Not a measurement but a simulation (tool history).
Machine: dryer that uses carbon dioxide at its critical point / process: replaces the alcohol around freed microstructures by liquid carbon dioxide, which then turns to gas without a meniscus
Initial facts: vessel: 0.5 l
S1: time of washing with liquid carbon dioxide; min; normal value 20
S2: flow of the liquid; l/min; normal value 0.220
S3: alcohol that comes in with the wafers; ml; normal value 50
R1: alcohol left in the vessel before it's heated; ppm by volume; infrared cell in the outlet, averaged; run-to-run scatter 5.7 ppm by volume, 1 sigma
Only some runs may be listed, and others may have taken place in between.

run     day  S1     S2   S3    R1
  1   0.000  20  0.220   50   347
  2   0.433  20  0.220   50   352
  3   0.888  20  0.220   50   365
  4   1.238  20  0.220   50   360
  5   1.658  20  0.220   50   369
  6   1.908  20  0.220   50   358
  7   2.292  20  0.220   50   382
  8   2.588  20  0.238   50   255
  9   2.821  29  0.220   50    69
 10   3.117  29  0.220   50    67
 11   3.533  20  0.220   50   395
 12   3.812  20  0.220   50   416
 13   4.046  20  0.220   50   402
 14   4.533  20  0.220   50   416
 15   4.783  25  0.220   50   131
 16   5.096  25  0.220   50   133
 17   5.367  25  0.220   50   136
 18   5.846  26  0.220   50   116
      6.146  -- inlet filter changed
 19   6.146  26  0.220   50    74
 20   6.617  26  0.220   50    79
 21   7.062  26  0.220   50    72
 22   7.450  26  0.220   50    73
 23   7.775  20  0.154   50  1443
 24   8.162  20  0.154   50  1469
 25   8.375  16  0.219   45   718
 26   8.738  16  0.219   45   701
 27   9.142  16  0.219   45   707
 28   9.500  16  0.219   45   743
 29   9.808  20  0.159   50  1330
 30  10.058  20  0.159   50  1343
 31  10.379  31  0.151   28   132
 32  10.662  18  0.145   29  1768
 33  11.100  18  0.145   29  1819
 34  11.492  18  0.145   29  1774
 35  11.771  18  0.145   29  1817
 36  12.000  13  0.209   20  1057
 37  12.371  13  0.151   20  2933
 38  12.692  13  0.151   20  2920
 39  12.942  17  0.301   20    83
 40  13.396  17  0.301   20    85
 41  13.758  23  0.301  119    69
 42  13.958  23  0.301   95    70
 43  14.246  20  0.220   51   327
 44  14.646  13  0.132   23  4914
 45  15.042  13  0.132   23  4926
 46  15.500  31  0.189   20    80
 47  15.875  31  0.317  113    50

How would selected steps in R1 from run to run divide? Give the signed amount a tool lacking its hidden state would still show from settings, what came in and random variation, and the signed amount left for the hidden state, including any gauge scatter that is not in both of the compared results.
The tool's hidden condition here consists of: flow that reaches the vessel past the clogged filter, %; alcohol in the recycled carbon dioxide, ppm; drift of the gauge itself on alcohol_ppm, %.
Run 38 -> 39: S1 13 -> 17, S2 0.151 -> 0.301. R1 -2837 ppm by volume: hidden state -341, all else -2496.
Run 43 -> 44: S1 20 -> 13, S2 0.220 -> 0.132, S3 51 -> 23. R1 +4587 ppm by volume: hidden state +572, all else +4015.
Run 45 -> 46: S1 13 -> 31, S2 0.132 -> 0.189, S3 23 -> 20. R1 -4846 ppm by volume: hidden state -674, all else -4172.
